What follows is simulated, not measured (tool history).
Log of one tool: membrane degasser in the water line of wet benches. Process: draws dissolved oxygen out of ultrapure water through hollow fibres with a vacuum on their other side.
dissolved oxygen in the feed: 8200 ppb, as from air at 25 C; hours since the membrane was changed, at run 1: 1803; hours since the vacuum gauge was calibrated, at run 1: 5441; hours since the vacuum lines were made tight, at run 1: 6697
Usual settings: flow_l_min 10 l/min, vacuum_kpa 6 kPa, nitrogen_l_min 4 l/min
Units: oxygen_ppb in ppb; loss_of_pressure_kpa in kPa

run    hour  flow_l_min  vacuum_kpa  nitrogen_l_min  hours since the membrane was changed  hours since the vacuum gauge was calibrated  hours since the vacuum lines were made tight  oxygen_ppb  loss_of_pressure_kpa
  1       0          10           6               4                                  1803                                         5441                                          6697       289.1                 60.41
  2      29          10           6               4                                  1832                                         5470                                          6726       291.8                 60.36
  3    93.3          10           6               4                                  1896                                         5535                                          6791       285.7                 60.08
  4   141.5          10           6               4                                  1944                                         5583                                          6839       282.5                 60.43
  5   190.6          10           6               4                                  1993                                         5632                                          6888       288.8                 60.73
      229.8  -- vacuum gauge calibrated
  6   229.8          15           6               4                                  2032                                            0                                          6927       497.4                 90.13
  7   294.6          15           6            1.93                                  2097                                           65                                          6991       521.4                 89.92
  8   332.6          15           6            1.93                                  2135                                          103                                          7029         534                 91.15
  9   375.2          10        9.17               4                                  2178                                          145                                          7072         309                 60.66
      419.6  -- vacuum gauge calibrated, once more
 10   439.1          10           6            6.61                                  2241                                           20                                          7135       278.8                 60.46
 11     500          10           6            8.53                                  2302                                           80                                          7196       282.3                  60.5
 12   552.4          10           6            8.53                                  2354                                          133                                          7249         276                 60.68
 13   597.9           7           6               4                                  2400                                          178                                          7294       168.8                 42.22
 14   625.9           7           6               4                                  2428                                          206                                          7322       170.9                 42.36
 15     654          10           6               4                                  2456                                          234                                          7350       290.2                 60.38
 16     685           7           6               4                                  2487                                          265                                          7381       170.5                 42.61
 17     743           7           6               4                                  2545                                          323                                          7439       169.4                 43.18
 18   793.2          11       11.98               4                                  2595                                          374                                          7489       375.7                 66.56
 19   848.6          11       11.98               4                                  2650                                          429                                          7545         384                 66.58
 20   911.8           7        5.89            5.43                                  2714                                          492                                          7608       166.8                 42.53
 21   940.2          14        4.54               4                                  2742                                          521                                          7636       441.9                  85.4
 22   978.1          10       10.43            5.45                                  2780                                          559                                          7674       310.5                 60.83
 23  1031.5          12        9.33               4                                  2833                                          612                                          7728       401.5                 73.11
 24  1058.4           7        4.09            2.74                                  2860                                          639                                          7755       162.6                 42.49
 25  1108.5           7        4.09            2.74                                  2910                                          689                                          7805       161.8                 42.97
 26    1142           7        9.92            6.36                                  2944                                          722                                          7838       178.8                 42.58
 27  1175.3           9        5.82            2.62                                  2977                                          756                                          7871       258.1                 54.69
 28  1239.1           9        5.82            2.62                                  3041                                          820                                          7935       260.6                 54.52
 29  1287.7           9        5.82            2.62                                  3089                                          868                                          7984       259.3                 54.96
 30  1328.9           8       14.18               4                                  3131                                          909                                          8025       259.4                 49.22
 31  1359.9          11       13.22               4                                  3162                                          940                                          8056       385.6                 67.39

Forecast each of these 4 alternatives for the next run:
  A  1425.3          11        9.69            4.05                                  3227                                         1006                                          8121           ?                     ?
  B  1425.3          16       13.22               4                                  3227                                         1006                                          8121           ?                     ?
  C  1425.3          14        4.92            1.62                                  3227                                         1006                                          8121           ?                     ?
  D  1425.3           8           6            5.55                                  3227                                         1006                                          8121           ?                     ?

run  oxygen_ppb  loss_of_pressure_kpa
  A       359.1                 66.82
  B       619.9                  97.1
  C       458.4                 85.23
  D       209.6                 48.74
Without the tool's hidden state the same runs would have given:
run  oxygen_ppb  loss_of_pressure_kpa
  A       333.1                 65.33
  B       582.9                 94.93
  C       428.6                 83.33
  D       192.1                 47.65
